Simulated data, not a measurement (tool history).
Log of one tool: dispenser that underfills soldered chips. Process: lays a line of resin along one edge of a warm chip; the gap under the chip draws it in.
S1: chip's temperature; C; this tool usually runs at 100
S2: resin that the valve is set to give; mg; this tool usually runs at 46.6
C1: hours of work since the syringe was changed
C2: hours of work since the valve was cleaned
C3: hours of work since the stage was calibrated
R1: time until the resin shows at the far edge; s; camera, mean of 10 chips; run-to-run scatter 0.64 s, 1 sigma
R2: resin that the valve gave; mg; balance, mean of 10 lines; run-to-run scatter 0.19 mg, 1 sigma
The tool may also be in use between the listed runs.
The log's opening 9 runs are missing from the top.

run,hour,S1,S2,C1,C2,C3,R1,R2
# hour 87.2: new syringe of resin
10,94.5,109,46.6,4,40,145,51.6,45.51
# hour 98.3: new syringe of resin
11,105.8,109,46.6,5,47,151,51.3,45.46
# hour 109.4: new syringe of resin
12,116.0,100,45.1,4,53,157,71.5,43.58
# hour 121.0: new syringe of resin
13,123.0,100,45.1,1,57,161,60.1,43.47
14,130.0,100,56.7,5,61,165,74.0,55.02
# hour 131.7: new syringe of resin
15,139.9,110,46.6,5,67,171,50.3,44.63
# hour 142.3: new syringe of resin
# hour 152.8: new syringe of resin
16,152.8,110,53.6,0,74,179,36.4,51.66
# hour 155.3: dispensing valve cleaned and set on the balance
17,160.8,110,53.6,4,3,183,45.8,53.16
# hour 164.6: new syringe of resin
18,173.3,110,53.6,5,11,190,50.2,52.75
# hour 175.7: new syringe of resin
19,181.7,107,53.6,4,16,195,50.5,53.15
# hour 186.7: new syringe of resin
20,189.5,114,47.9,2,20,200,35.5,47.34
# hour 198.1: new syringe of resin
21,201.8,92,60.1,2,27,207,84.9,59.26
# hour 208.9: new syringe of resin
22,217.2,90,60.1,5,36,216,107.2,58.65
# hour 219.8: new syringe of resin
# hour 230.4: new syringe of resin
23,232.5,104,60.1,1,45,225,47.2,58.09
# hour 241.3: new syringe of resin
24,243.8,104,60.1,1,52,231,48.3,58.29
# hour 252.6: new syringe of resin
25,257.2,91,53.7,3,60,239,91.7,51.55
# hour 263.2: new syringe of resin
26,273.0,91,53.7,6,69,249,106.3,51.27
# hour 274.8: new syringe of resin
# hour 283.6: dispensing valve cleaned and set on the balance
27,284.9,91,53.7,5,1,255,103.1,53.64
# hour 286.4: new syringe of resin
28,292.5,100,60.5,4,5,260,65.4,60.19
# hour 297.7: new syringe of resin
29,305.1,100,60.5,4,13,267,67.7,60.66
# hour 309.0: new syringe of resin
# hour 319.6: new syringe of resin
30,319.9,104,49.6,0,21,276,45.4,49.11
# hour 330.2: new syringe of resin
31,335.5,104,49.6,3,30,285,55.6,49.02
# hour 341.1: new syringe of resin
32,349.3,104,49.6,5,39,293,60.6,48.93
# hour 352.0: new syringe of resin
# hour 362.7: new syringe of resin
33,362.7,106,57.7,0,46,301,42.3,56.33

Predict each of these 4 candidate next runs independently; none follows another, all start after run 33:
# hour 373.4: new syringe of resin
A,375.0,100,47.7,1,54,308,?,?
# hour 373.4: new syringe of resin
B,375.0,91,50.2,1,54,308,?,?
# hour 373.4: new syringe of resin
C,375.0,100,54.6,1,54,308,?,?
# hour 373.4: new syringe of resin
D,375.0,110,49.9,1,54,308,?,?

run,R1,R2
A,57.9,46.30
B,83.7,48.33
C,55.9,52.92
D,38.6,48.20
The same runs, with their run-to-run variation unchanged, on a tool lacking any hidden condition would have given:
run,R1,R2
A,56.0,47.84
B,81.2,49.93
C,54.2,54.68
D,37.3,49.80

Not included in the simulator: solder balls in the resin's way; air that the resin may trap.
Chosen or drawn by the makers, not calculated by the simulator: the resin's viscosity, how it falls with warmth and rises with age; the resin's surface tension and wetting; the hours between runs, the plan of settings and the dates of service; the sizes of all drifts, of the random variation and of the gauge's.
